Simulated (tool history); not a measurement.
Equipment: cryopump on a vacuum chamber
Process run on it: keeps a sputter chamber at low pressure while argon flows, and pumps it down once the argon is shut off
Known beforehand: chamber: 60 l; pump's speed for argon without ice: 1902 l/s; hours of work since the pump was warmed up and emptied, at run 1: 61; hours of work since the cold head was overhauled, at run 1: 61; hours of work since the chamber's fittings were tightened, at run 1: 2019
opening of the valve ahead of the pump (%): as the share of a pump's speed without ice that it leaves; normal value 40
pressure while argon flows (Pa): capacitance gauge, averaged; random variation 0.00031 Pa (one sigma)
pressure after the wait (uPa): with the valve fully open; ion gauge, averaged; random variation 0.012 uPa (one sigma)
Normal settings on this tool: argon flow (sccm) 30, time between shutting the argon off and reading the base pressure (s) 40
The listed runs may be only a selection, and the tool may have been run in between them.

run	hour	argon flow (sccm)	time between shutting the argon off and reading the base pressure (s)	opening of the valve ahead of the pump (%)	hours of work since the pump was warmed up and emptied	hours of work since the cold head was overhauled	hours of work since the chamber's fittings were tightened	pressure while argon flows (Pa)	pressure after the wait (uPa)
1	0.0	30	40	40	61	61	2019	0.0671	1.48
2	15.1	30	40	40	73	73	2032	0.0674	1.47
3	47.5	30	40	40	100	100	2058	0.0675	1.53
4	69.3	30	40	40	118	118	2076	0.0676	1.52
5	102.6	30	40	40	145	145	2103	0.0679	1.51
6	120.8	30	40	40	160	160	2118	0.0681	1.54
7	149.5	30	40	40	183	183	2142	0.0684	1.51
8	177.2	30	40	22	206	206	2164	0.1226	1.53
9	205.7	30	40	22	229	229	2188	0.1236	1.52
10	238.5	30	40	22	256	256	2215	0.1238	1.51
11	268.9	30	40	22	281	281	2240	0.1233	1.52
12	297.6	30	40	40	305	305	2263	0.0692	1.54
13	318.9	30	40	40	322	322	2280	0.0692	1.54
14	338.2	30	40	40	338	338	2296	0.0702	1.55
15	356.3	30	40	40	353	353	2311	0.0696	1.54
16	377.6	30	40	40	370	370	2329	0.0696	1.55
17	410.8	30	40	40	398	398	2356	0.0703	1.54
18	435.2	30	40	40	417	417	2376	0.0703	1.56
19	468.2	43	44	17	444	444	2403	0.2313	1.46
20	484.7	18	40	37	458	458	2416	0.0463	1.58
21	506.2	18	40	37	476	476	2434	0.0464	1.59
22	533.7	18	40	37	498	498	2457	0.0455	1.58
23	552.9	34	161	53	514	514	2472	0.0626	0.68
24	576.9	28	48	37	534	534	2492	0.0720	1.40
25	596.9	28	48	37	550	550	2508	0.0717	1.38
26	617.6	34	89	16	567	567	2525	0.1948	0.94
# hour 631.2: leaking fittings of the chamber tightened, without venting
27	633.8	45	194	40	579	579	2	0.1078	0.45
28	663.2	54	24	40	603	603	26	0.1307	2.15
# hour 687.2: pump warmed up, emptied and cooled again
29	694.8	54	24	40	6	624	48	0.1204	2.11
30	726.7	30	97	35	32	651	74	0.0768	0.66
31	749.5	30	57	22	51	669	93	0.1222	1.02
32	777.0	30	43	40	74	692	115	0.0673	1.28
33	802.3	16	40	40	94	712	136	0.0363	1.38
34	817.6	57	219	38	107	725	149	0.1357	0.38

Each run again, without the hidden state but with its own random variation kept:
What the log doesn't record here: pump's speed, % of a pump's without ice; cold plate's temperature, K; leak into the chamber, uPa l/s; drift of the gauge itself on working_pa, %; drift of the gauge itself on base_upa, %.
run	pressure while argon flows (Pa)	pressure after the wait (uPa)
1	0.0665	1.33
2	0.0667	1.32
3	0.0666	1.37
4	0.0665	1.35
5	0.0665	1.35
6	0.0666	1.37
7	0.0667	1.34
8	0.1208	1.35
9	0.1215	1.34
10	0.1215	1.32
11	0.1207	1.33
12	0.0664	1.35
13	0.0662	1.34
14	0.0671	1.34
15	0.0664	1.34
16	0.0662	1.34
17	0.0665	1.33
18	0.0664	1.34
19	0.2253	1.23
20	0.0437	1.35
21	0.0437	1.36
22	0.0426	1.34
23	0.0570	0.44
24	0.0672	1.15
25	0.0667	1.14
26	0.1885	0.69
27	0.0993	0.41
28	0.1200	2.11
29	0.1200	2.10
30	0.0764	0.64
31	0.1216	1.00
32	0.0665	1.26
33	0.0358	1.36
34	0.1336	0.36

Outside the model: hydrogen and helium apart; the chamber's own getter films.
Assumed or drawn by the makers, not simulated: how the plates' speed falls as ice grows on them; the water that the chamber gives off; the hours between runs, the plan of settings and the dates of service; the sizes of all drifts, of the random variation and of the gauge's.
